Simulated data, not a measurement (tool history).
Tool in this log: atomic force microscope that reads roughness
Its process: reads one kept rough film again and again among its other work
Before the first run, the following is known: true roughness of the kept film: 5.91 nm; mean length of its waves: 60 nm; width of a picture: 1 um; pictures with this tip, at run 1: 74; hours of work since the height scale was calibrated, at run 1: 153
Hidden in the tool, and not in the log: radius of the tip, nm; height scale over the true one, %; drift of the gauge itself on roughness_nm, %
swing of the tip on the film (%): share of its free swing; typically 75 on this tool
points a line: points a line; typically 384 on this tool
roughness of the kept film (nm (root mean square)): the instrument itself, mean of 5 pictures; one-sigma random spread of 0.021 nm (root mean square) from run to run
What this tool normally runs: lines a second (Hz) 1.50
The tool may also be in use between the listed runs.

run,day,lines a second (Hz),swing of the tip on the film (%),points a line,pictures with this tip,hours of work since the height scale was calibrated,roughness of the kept film (nm (root mean square))
1,0.000,1.50,75,384,74,153,4.816
2,0.392,1.50,75,384,88,160,4.759
3,0.683,1.50,75,384,98,164,4.794
4,0.892,2.90,75,384,105,168,4.279
5,1.238,2.90,75,384,117,173,4.236
6,1.529,1.50,75,384,127,178,4.667
7,1.821,1.50,75,384,137,183,4.625
# day 1.908: new tip fitted
8,2.221,1.50,86,384,11,189,4.603
9,2.588,1.50,75,384,23,195,4.963
10,2.771,1.50,64,384,30,198,5.198
11,3.096,1.50,88,384,41,203,4.468
12,3.450,2.51,75,384,53,208,4.481
13,3.721,2.51,75,384,63,213,4.499
14,3.958,2.51,75,384,71,217,4.506
15,4.379,1.50,75,384,86,223,4.761
16,4.633,1.50,59,384,94,227,5.107
17,4.908,1.50,59,384,104,232,5.072
18,5.117,2.02,74,790,111,235,4.580
19,5.308,0.55,75,366,118,238,5.029
20,5.746,2.61,68,366,133,245,4.543
# day 5.958: new tip fitted
21,5.975,1.45,58,498,1,249,5.431
22,6.388,1.39,81,670,15,255,4.866
# day 6.471: height scale calibrated on a step standard
23,6.767,0.94,81,382,27,5,5.021
24,6.975,0.77,59,878,34,8,5.441
25,7.196,0.85,85,400,42,12,4.908
26,7.592,0.92,85,880,55,18,4.853
27,8.017,0.92,85,880,70,25,4.875
28,8.429,0.61,76,384,84,31,5.101

What will run 29 give?
29,8.654,0.54,68,260,92,35,?

roughness of the kept film (nm (root mean square)): 5.200
If the tool had no hidden condition, the same run with the same run-to-run variation would have returned roughness of the kept film (nm (root mean square)) 5.543.

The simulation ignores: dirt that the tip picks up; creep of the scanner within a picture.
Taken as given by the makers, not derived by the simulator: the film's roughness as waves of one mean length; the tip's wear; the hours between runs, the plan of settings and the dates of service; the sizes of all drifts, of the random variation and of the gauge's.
